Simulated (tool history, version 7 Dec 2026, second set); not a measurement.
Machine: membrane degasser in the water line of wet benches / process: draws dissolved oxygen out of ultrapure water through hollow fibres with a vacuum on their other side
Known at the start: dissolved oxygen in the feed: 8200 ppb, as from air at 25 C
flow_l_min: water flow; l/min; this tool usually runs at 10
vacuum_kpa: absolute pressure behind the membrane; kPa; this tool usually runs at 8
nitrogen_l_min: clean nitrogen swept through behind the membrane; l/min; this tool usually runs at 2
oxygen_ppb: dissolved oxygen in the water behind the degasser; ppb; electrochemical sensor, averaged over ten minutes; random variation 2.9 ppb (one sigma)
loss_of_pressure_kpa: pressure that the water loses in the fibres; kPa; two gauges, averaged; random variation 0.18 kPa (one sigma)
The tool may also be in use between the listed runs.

run	hour	flow_l_min	vacuum_kpa	nitrogen_l_min	oxygen_ppb	loss_of_pressure_kpa
1	0	10	8	2	292.1	42.74
2	64.8	11	8	2	359.9	47.07
3	147.2	10	8	2.25	284.9	42.85
4	267.4	10	8	2	296.7	42.65
5	371.8	10	17.95	2	412	42.79
6	433.6	10	8	4.43	265.6	42.55
7	541.4	10	8	4.43	263.2	42.67
8	616.6	10	8	4.43	262	42.35
9	742.4	10	10.63	2	325.9	42.59
10	872	10	18.32	2	410.8	42.58
11	983.9	10	18.32	2	406.8	42.77
12	1079.9	13	4.93	1.42	476.9	55.08
13	1210.3	10	8	3.87	264.7	42.5
14	1316	10	8	4.5	265.4	42.68
15	1427.9	13	8	1.88	524.9	55.63
16	1562.6	14	7.9	2	613.8	59.76
17	1691.2	10	7.9	2.33	286.6	42.5
18	1810.1	10	4.83	3.34	251.3	42.71
19	1896.6	6	11.22	3.34	80.1	25.77
20	1986.6	6	11.22	3.34	80.8	25.75
21	2083.6	6	4.9	3.78	50.3	25.52
22	2171.3	6	4.9	3.78	51.3	25.57

Forecast each of these 5 alternatives for the next run:
A	2271.8	6	4.9	3.66	?	?
B	2271.8	6	12.49	2.68	?	?
C	2271.8	11	10.42	3.78	?	?
D	2271.8	8	8.1	1.42	?	?
E	2271.8	8	8	1.03	?	?

run	oxygen_ppb	loss_of_pressure_kpa
A	50.7	25.68
B	96.6	25.51
C	356.4	47.07
D	188	34.47
E	208.5	34.46
The same runs, with their run-to-run variation unchanged, on a tool lacking any hidden condition would have given:
run	oxygen_ppb	loss_of_pressure_kpa
A	50.6	25.67
B	96.4	25.5
C	355.8	47.04
D	187.6	34.45
E	208.1	34.44

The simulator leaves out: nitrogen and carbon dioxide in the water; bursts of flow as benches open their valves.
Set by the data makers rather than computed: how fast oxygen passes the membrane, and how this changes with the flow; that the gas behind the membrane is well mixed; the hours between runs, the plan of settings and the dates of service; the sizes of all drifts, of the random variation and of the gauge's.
